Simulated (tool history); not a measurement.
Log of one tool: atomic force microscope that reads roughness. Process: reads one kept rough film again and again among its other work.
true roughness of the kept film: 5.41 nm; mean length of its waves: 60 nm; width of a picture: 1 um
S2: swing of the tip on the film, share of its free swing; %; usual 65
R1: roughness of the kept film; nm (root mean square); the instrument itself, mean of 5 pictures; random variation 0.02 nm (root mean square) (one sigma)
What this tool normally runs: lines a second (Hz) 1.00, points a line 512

run 1 hour=0.0 | lines_a_second_(Hz)=1.00 S2=65 points_a_line=512 | R1=4.945
run 2 hour=43.1 | lines_a_second_(Hz)=1.00 S2=65 points_a_line=512 | R1=4.984
run 3 hour=116.6 | lines_a_second_(Hz)=1.00 S2=65 points_a_line=512 | R1=4.985
run 4 hour=167.0 | lines_a_second_(Hz)=0.54 S2=65 points_a_line=512 | R1=5.010
run 5 hour=199.4 | lines_a_second_(Hz)=2.58 S2=65 points_a_line=512 | R1=4.815
run 6 hour=248.2 | lines_a_second_(Hz)=2.58 S2=65 points_a_line=512 | R1=4.778
run 7 hour=319.2 | lines_a_second_(Hz)=2.58 S2=65 points_a_line=512 | R1=4.819
run 8 hour=397.7 | lines_a_second_(Hz)=1.00 S2=65 points_a_line=512 | R1=4.985
run 9 hour=469.0 | lines_a_second_(Hz)=1.00 S2=76 points_a_line=512 | R1=4.867
run 10 hour=518.1 | lines_a_second_(Hz)=1.00 S2=76 points_a_line=512 | R1=4.860
run 11 hour=566.6 | lines_a_second_(Hz)=1.00 S2=74 points_a_line=512 | R1=4.925
run 12 hour=610.0 | lines_a_second_(Hz)=0.71 S2=74 points_a_line=546 | R1=4.930
run 13 hour=642.0 | lines_a_second_(Hz)=1.00 S2=65 points_a_line=561 | R1=4.984
run 14 hour=714.6 | lines_a_second_(Hz)=1.00 S2=65 points_a_line=561 | R1=4.996
run 15 hour=756.1 | lines_a_second_(Hz)=1.10 S2=73 points_a_line=452 | R1=4.912
run 16 hour=792.2 | lines_a_second_(Hz)=1.15 S2=85 points_a_line=861 | R1=4.727
run 17 hour=843.3 | lines_a_second_(Hz)=1.00 S2=70 points_a_line=512 | R1=4.944
run 18 hour=879.9 | lines_a_second_(Hz)=1.04 S2=73 points_a_line=419 | R1=4.866
run 19 hour=918.0 | lines_a_second_(Hz)=1.00 S2=62 points_a_line=730 | R1=5.016

Not shown here: 11 entries made in the log between runs. Locate each between two listed runs and compare the hidden state at the listed run before it with the hidden state at the listed run after it:
Run 1 -> run 2: new tip fitted (hour 13.7)
  radius of the tip, nm: 10.7 -> 10.2
  measured minus no-state result, R1: -0.019 -> -0.006 nm (root mean square)
Run 2 -> run 3: new tip fitted (hour 101.8)
  no hidden state differs between the two runs
  measured minus no-state result, R1: -0.006 -> -0.005 nm (root mean square)
Run 4 -> run 5: new tip fitted (hour 186.4)
  radius of the tip, nm: 10.6 -> 10.1
  measured minus no-state result, R1: -0.016 -> -0.004 nm (root mean square)
Run 6 -> run 7: new tip fitted (hour 272.0)
  radius of the tip, nm: 10.6 -> 10.5
  measured minus no-state result, R1: -0.015 -> -0.011 nm (root mean square)
Run 7 -> run 8: new tip fitted (hour 361.3)
  radius of the tip, nm: 10.5 -> 10.4
  measured minus no-state result, R1: -0.011 -> -0.009 nm (root mean square)
Run 8 -> run 9: new tip fitted (hour 446.5)
  radius of the tip, nm: 10.4 -> 10.3
  measured minus no-state result, R1: -0.009 -> -0.006 nm (root mean square)
Run 10 -> run 11: new tip fitted (hour 537.7)
  radius of the tip, nm: 10.7 -> 10.3
  measured minus no-state result, R1: -0.018 -> -0.006 nm (root mean square)
Run 12 -> run 13: new tip fitted (hour 623.6)
  radius of the tip, nm: 10.7 -> 10.2
  measured minus no-state result, R1: -0.017 -> -0.004 nm (root mean square)
Run 13 -> run 14: new tip fitted (hour 708.3)
  radius of the tip, nm: 10.2 -> 10.1
  measured minus no-state result, R1: -0.004 -> -0.001 nm (root mean square)
Run 16 -> run 17: new tip fitted (hour 796.7)
  radius of the tip, nm: 10.8 -> 10.5
  measured minus no-state result, R1: -0.019 -> -0.012 nm (root mean square)
Run 18 -> run 19: new tip fitted (hour 885.9)
  radius of the tip, nm: 10.8 -> 10.3
  measured minus no-state result, R1: -0.021 -> -0.008 nm (root mean square)
